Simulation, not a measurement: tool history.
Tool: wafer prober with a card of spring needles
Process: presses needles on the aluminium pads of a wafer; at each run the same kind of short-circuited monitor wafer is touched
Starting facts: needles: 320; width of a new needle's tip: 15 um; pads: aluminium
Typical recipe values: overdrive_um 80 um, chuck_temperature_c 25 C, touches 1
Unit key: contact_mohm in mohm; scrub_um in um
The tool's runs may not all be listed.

{"run": 1, "day": 0.0, "overdrive_um": 80, "chuck_temperature_c": 25, "touches": 1, "contact_mohm": 151, "scrub_um": 15.51}
{"day": 0.583, "done": "tips cleaned on abrasive film"}
{"day": 1.171, "done": "tips cleaned on abrasive film"}
{"day": 1.9, "done": "tips cleaned on abrasive film"}
{"day": 2.629, "done": "tips cleaned on abrasive film"}
{"run": 2, "day": 3.188, "overdrive_um": 80, "chuck_temperature_c": 25, "touches": 2, "contact_mohm": 153, "scrub_um": 15.47}
{"day": 3.333, "done": "tips cleaned on abrasive film"}
{"day": 4.067, "done": "tips cleaned on abrasive film"}
{"day": 4.65, "done": "tips cleaned on abrasive film"}
{"day": 5.379, "done": "tips cleaned on abrasive film"}
{"run": 3, "day": 5.475, "overdrive_um": 80, "chuck_temperature_c": 25, "touches": 1, "contact_mohm": 153, "scrub_um": 15.46}
{"day": 5.921, "done": "height of the first contact set anew"}
{"day": 6.071, "done": "tips cleaned on abrasive film"}
{"day": 6.8, "done": "tips cleaned on abrasive film"}
{"day": 7.388, "done": "tips cleaned on abrasive film"}
{"day": 7.971, "done": "tips cleaned on abrasive film"}
{"day": 8.7, "done": "tips cleaned on abrasive film"}
{"day": 9.283, "done": "tips cleaned on abrasive film"}
{"run": 4, "day": 9.317, "overdrive_um": 80, "chuck_temperature_c": 25, "touches": 1, "contact_mohm": 151, "scrub_um": 15.47}
{"day": 9.9, "done": "tips cleaned on abrasive film"}
{"day": 10.488, "done": "tips cleaned on abrasive film"}
{"day": 11.071, "done": "tips cleaned on abrasive film"}
{"run": 5, "day": 11.283, "overdrive_um": 98, "chuck_temperature_c": 25, "touches": 1, "contact_mohm": 149, "scrub_um": 18.87}
{"day": 11.721, "done": "tips cleaned on abrasive film"}
{"day": 12.304, "done": "tips cleaned on abrasive film"}
{"day": 13.033, "done": "tips cleaned on abrasive film"}
{"day": 13.483, "done": "height of the first contact set anew"}
{"day": 13.633, "done": "tips cleaned on abrasive film"}
{"day": 14.362, "done": "tips cleaned on abrasive film"}
{"run": 6, "day": 14.65, "overdrive_um": 83, "chuck_temperature_c": 25, "touches": 1, "contact_mohm": 153, "scrub_um": 15.96}
{"day": 15.088, "done": "tips cleaned on abrasive film"}
{"day": 15.675, "done": "tips cleaned on abrasive film"}
{"day": 16.258, "done": "tips cleaned on abrasive film"}
{"day": 16.988, "done": "tips cleaned on abrasive film"}
{"day": 17.717, "done": "tips cleaned on abrasive film"}
{"run": 7, "day": 18.258, "overdrive_um": 83, "chuck_temperature_c": 25, "touches": 1, "contact_mohm": 153, "scrub_um": 16}
{"day": 18.408, "done": "tips cleaned on abrasive film"}
{"day": 18.992, "done": "tips cleaned on abrasive film"}
{"day": 19.721, "done": "tips cleaned on abrasive film"}
{"day": 20.346, "done": "tips cleaned on abrasive film"}
{"run": 8, "day": 20.346, "overdrive_um": 80, "chuck_temperature_c": 26, "touches": 1, "contact_mohm": 155, "scrub_um": 15.4}
{"day": 20.942, "done": "height of the first contact set anew"}
{"day": 21.088, "done": "tips cleaned on abrasive film"}
{"day": 21.675, "done": "tips cleaned on abrasive film"}
{"day": 22.258, "done": "tips cleaned on abrasive film"}
{"day": 22.988, "done": "tips cleaned on abrasive film"}
{"day": 23.571, "done": "tips cleaned on abrasive film"}
{"run": 9, "day": 24.146, "overdrive_um": 80, "chuck_temperature_c": 40, "touches": 1, "contact_mohm": 154, "scrub_um": 15.36}
{"day": 24.296, "done": "tips cleaned on abrasive film"}
{"day": 25.025, "done": "tips cleaned on abrasive film"}
{"day": 25.608, "done": "tips cleaned on abrasive film"}
{"day": 26.342, "done": "tips cleaned on abrasive film"}
{"run": 10, "day": 26.829, "overdrive_um": 80, "chuck_temperature_c": 40, "touches": 1, "contact_mohm": 156, "scrub_um": 15.34}
{"day": 26.979, "done": "tips cleaned on abrasive film"}
{"day": 27.708, "done": "tips cleaned on abrasive film"}
{"day": 28.438, "done": "tips cleaned on abrasive film"}
{"day": 28.45, "done": "height of the first contact set anew"}
{"day": 29.162, "done": "tips cleaned on abrasive film"}
{"run": 11, "day": 29.162, "overdrive_um": 80, "chuck_temperature_c": 40, "touches": 1, "contact_mohm": 154, "scrub_um": 15.34}
{"day": 29.746, "done": "tips cleaned on abrasive film"}
{"day": 30.479, "done": "tips cleaned on abrasive film"}
{"day": 31.175, "done": "tips cleaned on abrasive film"}
{"run": 12, "day": 31.175, "overdrive_um": 80, "chuck_temperature_c": 40, "touches": 1, "contact_mohm": 158, "scrub_um": 15.32}
{"day": 31.758, "done": "tips cleaned on abrasive film"}
{"day": 32.346, "done": "tips cleaned on abrasive film"}
{"day": 33.075, "done": "tips cleaned on abrasive film"}
{"day": 33.658, "done": "tips cleaned on abrasive film"}
{"day": 34.308, "done": "tips cleaned on abrasive film"}
{"run": 13, "day": 34.308, "overdrive_um": 80, "chuck_temperature_c": 56, "touches": 1, "contact_mohm": 155, "scrub_um": 15.3}
{"day": 34.892, "done": "tips cleaned on abrasive film"}
{"day": 35.621, "done": "tips cleaned on abrasive film"}
{"day": 35.925, "done": "height of the first contact set anew"}
{"day": 36.221, "done": "tips cleaned on abrasive film"}
{"day": 36.95, "done": "tips cleaned on abrasive film"}
{"day": 37.679, "done": "tips cleaned on abrasive film"}
{"day": 38.262, "done": "tips cleaned on abrasive film"}
{"run": 14, "day": 38.483, "overdrive_um": 93, "chuck_temperature_c": 45, "touches": 2, "contact_mohm": 154, "scrub_um": 17.79}
{"day": 38.925, "done": "tips cleaned on abrasive film"}
{"day": 39.508, "done": "tips cleaned on abrasive film"}
{"day": 40.238, "done": "tips cleaned on abrasive film"}
{"day": 40.967, "done": "tips cleaned on abrasive film"}
{"run": 15, "day": 41.292, "overdrive_um": 61, "chuck_temperature_c": 32, "touches": 2, "contact_mohm": 160, "scrub_um": 11.66}
{"day": 41.583, "done": "tips cleaned on abrasive film"}
{"day": 42.171, "done": "tips cleaned on abrasive film"}
{"day": 42.754, "done": "tips cleaned on abrasive film"}
{"run": 16, "day": 43.088, "overdrive_um": 97, "chuck_temperature_c": 32, "touches": 2, "contact_mohm": 152, "scrub_um": 18.5}
{"day": 43.383, "done": "tips cleaned on abrasive film"}
{"day": 43.396, "done": "height of the first contact set anew"}
{"day": 44.125, "done": "tips cleaned on abrasive film"}
{"day": 44.854, "done": "tips cleaned on abrasive film"}
{"day": 45.583, "done": "tips cleaned on abrasive film"}
{"run": 17, "day": 45.938, "overdrive_um": 73, "chuck_temperature_c": 96, "touches": 1, "contact_mohm": 168, "scrub_um": 13.93}
{"day": 46.233, "done": "tips cleaned on abrasive film"}
{"day": 46.817, "done": "tips cleaned on abrasive film"}
{"day": 47.4, "done": "tips cleaned on abrasive film"}
{"run": 18, "day": 47.7, "overdrive_um": 80, "chuck_temperature_c": 25, "touches": 1, "contact_mohm": 153, "scrub_um": 15.23}
{"day": 47.996, "done": "tips cleaned on abrasive film"}
{"day": 48.579, "done": "tips cleaned on abrasive film"}
{"day": 49.308, "done": "tips cleaned on abrasive film"}
{"run": 19, "day": 49.729, "overdrive_um": 80, "chuck_temperature_c": 25, "touches": 1, "contact_mohm": 152, "scrub_um": 15.27}
{"day": 50.021, "done": "tips cleaned on abrasive film"}
{"day": 50.608, "done": "tips cleaned on abrasive film"}
{"day": 50.908, "done": "height of the first contact set anew"}
{"day": 51.204, "done": "tips cleaned on abrasive film"}
{"run": 20, "day": 51.45, "overdrive_um": 65, "chuck_temperature_c": 56, "touches": 1, "contact_mohm": 160, "scrub_um": 12.37}
{"day": 51.888, "done": "tips cleaned on abrasive film"}
{"day": 52.475, "done": "tips cleaned on abrasive film"}
{"day": 53.058, "done": "tips cleaned on abrasive film"}
{"day": 53.642, "done": "tips cleaned on abrasive film"}
{"run": 21, "day": 54.112, "overdrive_um": 65, "chuck_temperature_c": 56, "touches": 1, "contact_mohm": 162, "scrub_um": 12.3}
{"day": 54.262, "done": "tips cleaned on abrasive film"}
{"day": 54.992, "done": "tips cleaned on abrasive film"}
{"day": 55.575, "done": "tips cleaned on abrasive film"}
{"day": 56.158, "done": "tips cleaned on abrasive film"}
{"day": 56.888, "done": "tips cleaned on abrasive film"}
{"day": 57.621, "done": "tips cleaned on abrasive film"}
{"run": 22, "day": 57.692, "overdrive_um": 98, "chuck_temperature_c": 122, "touches": 1, "contact_mohm": 168, "scrub_um": 18.59}
{"day": 58.275, "done": "tips cleaned on abrasive film"}
{"day": 58.433, "done": "height of the first contact set anew"}
{"day": 58.871, "done": "tips cleaned on abrasive film"}
{"day": 59.458, "done": "tips cleaned on abrasive film"}
{"day": 60.188, "done": "tips cleaned on abrasive film"}
{"day": 60.917, "done": "tips cleaned on abrasive film"}
{"day": 61.538, "done": "tips cleaned on abrasive film"}
{"run": 23, "day": 61.538, "overdrive_um": 98, "chuck_temperature_c": 122, "touches": 1, "contact_mohm": 168, "scrub_um": 18.59}

Predict each of these 5 candidate next runs independently; none follows another, all start after run 23:
{"day": 62.125, "done": "tips cleaned on abrasive film"}
{"day": 62.854, "done": "tips cleaned on abrasive film"}
{"day": 63.438, "done": "tips cleaned on abrasive film"}
{"day": 64.167, "done": "tips cleaned on abrasive film"}
{"day": 64.829, "done": "tips cleaned on abrasive film"}
{"run": "A", "day": 64.829, "overdrive_um": 71, "chuck_temperature_c": 32, "touches": 1, "contact_mohm": "?", "scrub_um": "?"}
{"day": 62.125, "done": "tips cleaned on abrasive film"}
{"day": 62.854, "done": "tips cleaned on abrasive film"}
{"day": 63.438, "done": "tips cleaned on abrasive film"}
{"day": 64.167, "done": "tips cleaned on abrasive film"}
{"day": 64.829, "done": "tips cleaned on abrasive film"}
{"run": "B", "day": 64.829, "overdrive_um": 84, "chuck_temperature_c": 88, "touches": 1, "contact_mohm": "?", "scrub_um": "?"}
{"day": 62.125, "done": "tips cleaned on abrasive film"}
{"day": 62.854, "done": "tips cleaned on abrasive film"}
{"day": 63.438, "done": "tips cleaned on abrasive film"}
{"day": 64.167, "done": "tips cleaned on abrasive film"}
{"day": 64.829, "done": "tips cleaned on abrasive film"}
{"run": "C", "day": 64.829, "overdrive_um": 98, "chuck_temperature_c": 40, "touches": 1, "contact_mohm": "?", "scrub_um": "?"}
{"day": 62.125, "done": "tips cleaned on abrasive film"}
{"day": 62.854, "done": "tips cleaned on abrasive film"}
{"day": 63.438, "done": "tips cleaned on abrasive film"}
{"day": 64.167, "done": "tips cleaned on abrasive film"}
{"day": 64.829, "done": "tips cleaned on abrasive film"}
{"run": "D", "day": 64.829, "overdrive_um": 67, "chuck_temperature_c": 37, "touches": 1, "contact_mohm": "?", "scrub_um": "?"}
{"day": 62.125, "done": "tips cleaned on abrasive film"}
{"day": 62.854, "done": "tips cleaned on abrasive film"}
{"day": 63.438, "done": "tips cleaned on abrasive film"}
{"day": 64.167, "done": "tips cleaned on abrasive film"}
{"day": 64.829, "done": "tips cleaned on abrasive film"}
{"run": "E", "day": 64.829, "overdrive_um": 72, "chuck_temperature_c": 122, "touches": 1, "contact_mohm": "?", "scrub_um": "?"}

run=A contact_mohm=157 scrub_um=13.43
run=B contact_mohm=164 scrub_um=15.93
run=C contact_mohm=154 scrub_um=18.55
run=D contact_mohm=157 scrub_um=12.67
run=E contact_mohm=170 scrub_um=13.62
Without the tool's hidden state the same runs would have given:
run=A contact_mohm=157 scrub_um=13.75
run=B contact_mohm=164 scrub_um=16.32
run=C contact_mohm=154 scrub_um=18.99
run=D contact_mohm=157 scrub_um=12.97
run=E contact_mohm=170 scrub_um=13.95

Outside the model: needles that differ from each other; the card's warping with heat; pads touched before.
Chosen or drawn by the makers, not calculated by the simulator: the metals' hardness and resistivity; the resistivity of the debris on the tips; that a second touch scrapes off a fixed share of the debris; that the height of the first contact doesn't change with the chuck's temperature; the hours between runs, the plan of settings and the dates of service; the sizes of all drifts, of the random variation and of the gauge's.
